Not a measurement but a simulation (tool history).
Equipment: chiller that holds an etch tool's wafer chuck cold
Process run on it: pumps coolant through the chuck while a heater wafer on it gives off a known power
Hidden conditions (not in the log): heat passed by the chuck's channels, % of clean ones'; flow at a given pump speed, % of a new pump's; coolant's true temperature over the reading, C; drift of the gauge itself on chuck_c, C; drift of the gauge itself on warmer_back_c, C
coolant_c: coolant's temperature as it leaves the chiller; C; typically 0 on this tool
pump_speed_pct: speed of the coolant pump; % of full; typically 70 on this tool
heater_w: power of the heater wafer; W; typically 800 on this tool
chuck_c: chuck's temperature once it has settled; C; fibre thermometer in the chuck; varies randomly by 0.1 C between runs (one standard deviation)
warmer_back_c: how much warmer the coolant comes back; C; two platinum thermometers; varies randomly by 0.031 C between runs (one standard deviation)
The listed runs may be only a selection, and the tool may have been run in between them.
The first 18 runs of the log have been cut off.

run,hour,coolant_c,pump_speed_pct,heater_w,hours since the coolant was changed and the channels were flushed,hours since the pump was overhauled,hours since the chiller's thermometer was calibrated,chuck_c,warmer_back_c
19,485.0,-4,70,547,5888,1380,2270,2.4,1.78
20,503.6,-1,71,652,5907,1399,2288,6.5,2.08
21,522.4,0,76,462,5926,1418,2307,5.1,1.45
22,552.7,-3,76,1139,5956,1448,2338,9.7,3.34
23,571.0,-4,86,620,5974,1467,2356,2.2,1.78
24,604.0,10,72,1030,6007,1500,2389,21.8,3.24
25,631.0,3,81,878,6034,1526,2416,12.2,2.51
26,667.6,3,81,878,6071,1563,2452,12.1,2.55
27,685.0,-1,94,415,6088,1581,2470,3.0,1.21
28,715.5,-1,94,415,6119,1611,2500,2.8,1.27
29,750.3,-1,94,415,6154,1646,2535,2.9,1.35
30,770.3,-7,92,568,6174,1666,2555,-1.5,1.68
31,786.1,5,94,944,6189,1682,2571,13.9,2.52

3 options for the next run, each taken on its own from the tool as it stands now. Forecast them:
A,802.9,5,100,944,6206,1698,2588,?,?
B,802.9,-2,66,800,6206,1698,2588,?,?
C,802.9,-1,94,1162,6206,1698,2588,?,?

run,chuck_c,warmer_back_c
A,13.4,2.42
B,7.9,2.98
C,9.9,2.99
Had the tool no hidden state, the same runs would have come out as:
run,chuck_c,warmer_back_c
A,13.4,2.04
B,7.8,2.60
C,9.9,2.61

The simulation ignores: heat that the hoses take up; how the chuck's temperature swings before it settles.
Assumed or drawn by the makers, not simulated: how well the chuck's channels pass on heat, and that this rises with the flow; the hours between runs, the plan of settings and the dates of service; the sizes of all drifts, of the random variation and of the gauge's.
